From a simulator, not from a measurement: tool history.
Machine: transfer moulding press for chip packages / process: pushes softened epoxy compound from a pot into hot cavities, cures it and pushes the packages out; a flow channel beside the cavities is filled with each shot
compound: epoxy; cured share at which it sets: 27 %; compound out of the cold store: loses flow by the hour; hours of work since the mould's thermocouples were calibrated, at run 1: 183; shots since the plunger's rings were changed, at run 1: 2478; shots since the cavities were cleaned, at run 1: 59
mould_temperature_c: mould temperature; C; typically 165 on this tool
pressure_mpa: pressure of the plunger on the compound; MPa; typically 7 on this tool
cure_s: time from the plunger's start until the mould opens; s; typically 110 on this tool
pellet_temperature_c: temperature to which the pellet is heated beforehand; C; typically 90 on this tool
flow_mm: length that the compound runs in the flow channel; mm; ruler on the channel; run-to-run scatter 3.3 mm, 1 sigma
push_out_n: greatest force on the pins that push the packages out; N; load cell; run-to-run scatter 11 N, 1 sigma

run    day  mould_temperature_c  pressure_mpa  cure_s  pellet_temperature_c  hours of work since the mould's thermocouples were calibrated  shots since the plunger's rings were changed  shots since the cavities were cleaned  incoming compound's hours out of the cold store  flow_mm  push_out_n
  1      0                  165             7     110                    90                                                            183                                          2478                                     59                                             31.7      708         533
  2  0.229                  165             7     110                    90                                                            186                                          2519                                    100                                             44.8      667         570
  3  0.642                  165             7     144                    90                                                            190                                          2591                                    172                                               35      696         510
  4  1.088                  165             7     144                    90                                                            196                                          2670                                    251                                             36.7      694         546
  5  1.442                  165          7.57     110                    90                                                            200                                          2732                                    313                                             17.9      779         696
  6  1.696                  165          7.57     110                    90                                                            202                                          2777                                    358                                             38.4      719         711
     2.175  -- cavities cleaned with cleaning compound and waxed
  7  2.175                  165          7.57     126                    90                                                            207                                          2850                                      0                                             38.8      712         441
  8  2.721                  165          5.61     110                    90                                                            213                                          2946                                     96                                             18.8      670         574
  9   2.95                  165          5.61     110                    90                                                            216                                          2987                                    137                                             43.9      598         586
 10  3.262                  165             7     110                    90                                                            220                                          3042                                    192                                             27.2      714         646
 11    3.5                  165             7     110                    90                                                            222                                          3083                                    233                                             19.2      738         676
 12  4.042                  165             7     110                    90                                                            229                                          3179                                    329                                             38.7      678         684
 13  4.458                  165             7     123                    90                                                            233                                          3252                                    402                                             44.5      664         659
     4.704  -- cavities cleaned with cleaning compound and waxed
 14  4.946                  165             7     123                    95                                                            238                                          3327                                     42                                             35.2      691         456
 15  5.333                  165             7     123                    95                                                            243                                          3395                                    110                                             26.1      714         518
 16  5.729                  172             7     146                    95                                                            247                                          3465                                    180                                             31.4      673         493
 17  6.067                  172          8.45     101                    81                                                            251                                          3525                                    240                                             27.2      761         564
 18  6.579                  160           5.6     110                    80                                                            257                                          3614                                    329                                             25.5      665        1012
 19  6.954                  160          5.97     135                    80                                                            261                                          3680                                    395                                             26.3      680         751
     7.217  -- cavities cleaned with cleaning compound and waxed
 20  7.325                  160          5.97     142                    84                                                            265                                          3735                                     19                                             10.7      727         498
 21  7.796                  160          5.97     142                    84                                                            270                                          3818                                    102                                             18.2      702         528
 22  8.017                  171          5.97      94                    84                                                            273                                          3857                                    141                                             42.7      599         531
 23  8.404                  165          8.76     122                    90                                                            277                                          3925                                    209                                             38.5      753         555
 24  8.938                  168          8.76     114                    89                                                            283                                          4019                                    303                                             25.4      782         623
 25  9.167                  168          8.76     114                    89                                                            286                                          4059                                    343                                             12.5      828         628
 26  9.446                  165          6.73      94                   100                                                            289                                          4109                                    393                                               30      685         917
     9.754  -- cavities cleaned with cleaning compound and waxed
 27  9.821                  165          6.45      94                    96                                                            292                                          4163                                     12                                             20.3      701         642

Subtracting, for every run, the result it would have given without the tool's unlogged condition from the measured result gives the following. The same run-to-run variation enters both numbers; the gauge's scatter may not:
What the log doesn't record here: true mould temperature over the reading, C; pressure that reaches the compound, % of what is set; grip of the stained cavities, % over clean ones'; drift of the gauge itself on flow_mm, %; drift of the gauge itself on push_out_n, %.
run  flow_mm  push_out_n
  1      -19         +56
  2      -17         +86
  3      -19        +111
  4      -20        +148
  5      -23        +211
  6      -21        +229
  7      -22          +6
  8      -21         +78
  9      -19        +103
 10      -24        +144
 11      -24        +172
 12      -23        +208
 13      -23        +221
 14      -25         +31
 15      -26         +79
 16      -25        +106
 17      -29        +143
 18      -26        +300
 19      -27        +244
 20      -29         +20
 21      -29         +79
 22      -25        +102
 23      -32        +133
 24      -35        +182
 25      -37        +195
 26      -31        +303
 27      -31         +13
